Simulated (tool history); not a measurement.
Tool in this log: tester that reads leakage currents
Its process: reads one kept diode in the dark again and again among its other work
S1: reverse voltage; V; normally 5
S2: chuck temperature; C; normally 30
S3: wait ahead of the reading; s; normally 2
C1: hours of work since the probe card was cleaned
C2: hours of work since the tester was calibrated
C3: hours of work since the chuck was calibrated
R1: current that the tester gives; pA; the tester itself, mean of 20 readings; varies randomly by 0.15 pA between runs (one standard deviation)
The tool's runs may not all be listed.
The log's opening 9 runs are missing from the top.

run	hour	S1	S2	S3	C1	C2	C3	R1
10	231.2	5	30	2	551	1103	1712	55.19
11	251.2	5.16	30	2	565	1118	1726	55.61
12	272.1	5.16	30	2	580	1133	1741	56.17
13	307.7	5.16	30	2	606	1158	1766	56.07
14	333.4	5.16	30	2	624	1177	1785	56.44
15	348.4	5.16	23	2	635	1187	1796	34.69
# hour 367.1: chuck's temperature calibrated
16	375.8	5	54	2	653	1206	6	239.12
17	411.2	5	30	2	679	1231	32	49.27
18	440.3	5	30	2	700	1252	53	49.43
19	457.3	5	30	2	712	1264	65	49.38

For run 20, what comes out?
20	483.6	5	30	2	731	1283	84	?

{"run 20": {"R1": 49.77}}
Take away the tool's hidden state, keep the run-to-run variation as it was, and the same run would have given R1 48.7 pA.

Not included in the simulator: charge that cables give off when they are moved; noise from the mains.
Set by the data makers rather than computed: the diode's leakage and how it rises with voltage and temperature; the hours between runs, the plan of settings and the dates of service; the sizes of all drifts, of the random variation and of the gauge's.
